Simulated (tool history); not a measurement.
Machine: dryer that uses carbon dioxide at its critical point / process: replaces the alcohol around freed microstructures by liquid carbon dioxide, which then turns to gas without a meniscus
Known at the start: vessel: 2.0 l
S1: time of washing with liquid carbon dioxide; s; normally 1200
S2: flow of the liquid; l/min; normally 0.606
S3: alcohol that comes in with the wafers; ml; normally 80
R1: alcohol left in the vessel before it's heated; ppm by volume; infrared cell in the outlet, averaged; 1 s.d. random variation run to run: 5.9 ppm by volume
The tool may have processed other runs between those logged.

{"run": 1, "hour": 0.0, "S1": 1200, "S2": 0.606, "S3": 80, "R1": 363}
{"run": 2, "hour": 20.8, "S1": 1200, "S2": 0.606, "S3": 35, "R1": 172}
{"run": 3, "hour": 50.2, "S1": 1440, "S2": 0.606, "S3": 35, "R1": 64}
{"run": 4, "hour": 68.5, "S1": 1200, "S2": 0.787, "S3": 80, "R1": 117}
{"run": 5, "hour": 87.6, "S1": 1200, "S2": 0.606, "S3": 86, "R1": 429}
{"run": 6, "hour": 105.2, "S1": 1200, "S2": 0.606, "S3": 86, "R1": 417}
{"run": 7, "hour": 119.7, "S1": 1200, "S2": 0.606, "S3": 86, "R1": 439}
{"run": 8, "hour": 148.1, "S1": 1200, "S2": 0.469, "S3": 80, "R1": 1123}
{"run": 9, "hour": 165.9, "S1": 1200, "S2": 0.606, "S3": 22, "R1": 126}
{"run": 10, "hour": 194.0, "S1": 1200, "S2": 0.606, "S3": 22, "R1": 138}
{"run": 11, "hour": 222.0, "S1": 1200, "S2": 0.606, "S3": 22, "R1": 141}
{"hour": 226.8, "done": "inlet filter changed"}
{"run": 12, "hour": 252.7, "S1": 1200, "S2": 0.606, "S3": 22, "R1": 72}
{"run": 13, "hour": 273.6, "S1": 1200, "S2": 0.606, "S3": 69, "R1": 196}
{"run": 14, "hour": 293.5, "S1": 840, "S2": 0.606, "S3": 49, "R1": 660}

Forecast run 15:
{"run": 15, "hour": 312.8, "S1": 840, "S2": 0.606, "S3": 49, "R1": "?"}

{"run 15": {"R1": 683}}
Take away the tool's hidden state, keep the run-to-run variation as it was, and the same run would have given R1 623 ppm by volume.

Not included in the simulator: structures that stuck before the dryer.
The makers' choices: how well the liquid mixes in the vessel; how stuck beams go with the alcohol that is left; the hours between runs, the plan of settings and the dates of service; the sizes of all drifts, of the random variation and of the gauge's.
